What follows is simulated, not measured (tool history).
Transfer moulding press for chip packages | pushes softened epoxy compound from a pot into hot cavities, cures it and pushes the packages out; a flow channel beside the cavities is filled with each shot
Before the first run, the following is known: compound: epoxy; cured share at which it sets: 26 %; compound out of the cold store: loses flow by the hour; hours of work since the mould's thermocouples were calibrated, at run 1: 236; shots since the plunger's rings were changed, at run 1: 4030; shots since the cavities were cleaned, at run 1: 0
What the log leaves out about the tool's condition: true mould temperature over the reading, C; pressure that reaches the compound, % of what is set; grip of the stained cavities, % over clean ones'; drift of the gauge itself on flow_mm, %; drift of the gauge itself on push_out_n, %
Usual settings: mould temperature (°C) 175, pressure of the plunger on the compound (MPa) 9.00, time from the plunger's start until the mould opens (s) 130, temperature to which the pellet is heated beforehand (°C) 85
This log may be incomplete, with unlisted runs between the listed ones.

run	hour	mould temperature (°C)	pressure of the plunger on the compound (MPa)	time from the plunger's start until the mould opens (s)	temperature to which the pellet is heated beforehand (°C)	hours of work since the mould's thermocouples were calibrated	shots since the plunger's rings were changed	shots since the cavities were cleaned	incoming compound's hours out of the cold store	length that the compound runs in the flow channel (mm)	greatest force on the pins that push the packages out (N)
1	0.0	175	9.00	130	85	236	4030	0	21.0	838	317
2	21.3	175	9.00	130	85	249	4221	191	16.1	845	311
3	42.2	175	9.00	130	92	261	4408	378	15.4	861	324
4	59.6	175	9.00	130	92	272	4564	534	43.0	766	323
5	72.9	175	9.00	130	92	280	4683	653	32.5	793	322
6	97.1	175	6.84	130	85	294	4899	869	47.5	647	315
# hour 99.8: cavities cleaned with cleaning compound and waxed
7	109.7	175	9.00	130	85	301	4999	89	14.4	865	321
8	132.6	175	9.00	130	85	315	5203	293	22.8	829	325
9	152.8	175	9.00	130	85	327	5384	474	39.1	779	330
10	171.5	175	9.00	130	85	338	5551	641	9.8	877	324
11	184.5	175	9.00	130	85	346	5667	757	43.1	756	306
# hour 196.7: plunger's sealing rings changed
12	198.0	175	9.00	130	85	352	11	856	20.9	842	322
# hour 201.8: cavities cleaned with cleaning compound and waxed
13	210.4	175	9.00	130	85	359	109	77	45.3	752	317
14	233.9	175	9.00	130	85	373	319	287	41.0	774	308
15	254.0	175	9.00	130	85	385	499	467	20.1	852	318
16	266.3	175	9.00	130	78	392	608	576	33.1	806	313
17	285.2	173	9.00	130	93	404	778	746	41.3	787	344
18	295.5	173	9.00	130	93	410	870	838	31.1	795	351
# hour 300.9: cavities cleaned with cleaning compound and waxed
19	318.2	182	9.00	130	85	423	1060	155	21.6	809	287
20	336.7	182	8.50	130	79	434	1225	320	20.9	792	285
21	359.9	182	8.50	130	79	448	1433	528	29.9	756	295
22	371.4	182	8.50	130	79	455	1535	630	43.1	726	292
23	385.9	182	8.50	130	79	463	1665	760	43.4	711	289
# hour 400.9: cavities cleaned with cleaning compound and waxed
24	410.9	182	8.50	130	79	477	1875	90	26.4	773	281
25	429.0	182	8.50	130	79	488	2038	253	12.1	833	291
26	445.2	182	8.50	130	79	498	2182	397	46.3	716	290
27	460.0	175	7.01	130	82	507	2314	529	28.6	718	309
28	480.2	175	7.01	130	82	519	2496	711	29.7	712	311

Forecast each of these 5 alternatives for the next run:
A	492.4	175	7.01	122	82	526	2605	820	32.5	?	?
B	492.4	182	9.00	127	94	526	2605	820	20.1	?	?
C	492.4	182	7.01	130	89	526	2605	820	23.9	?	?
D	492.4	170	7.01	130	93	526	2605	820	11.4	?	?
E	492.4	179	9.00	130	85	526	2605	820	29.2	?	?

run	length that the compound runs in the flow channel (mm)	greatest force on the pins that push the packages out (N)
A	696	339
B	820	307
C	715	290
D	795	416
E	804	298
Stripped of hidden state, with their random variation kept, the same runs would have yielded:
run	length that the compound runs in the flow channel (mm)	greatest force on the pins that push the packages out (N)
A	697	333
B	821	301
C	716	284
D	795	408
E	805	292
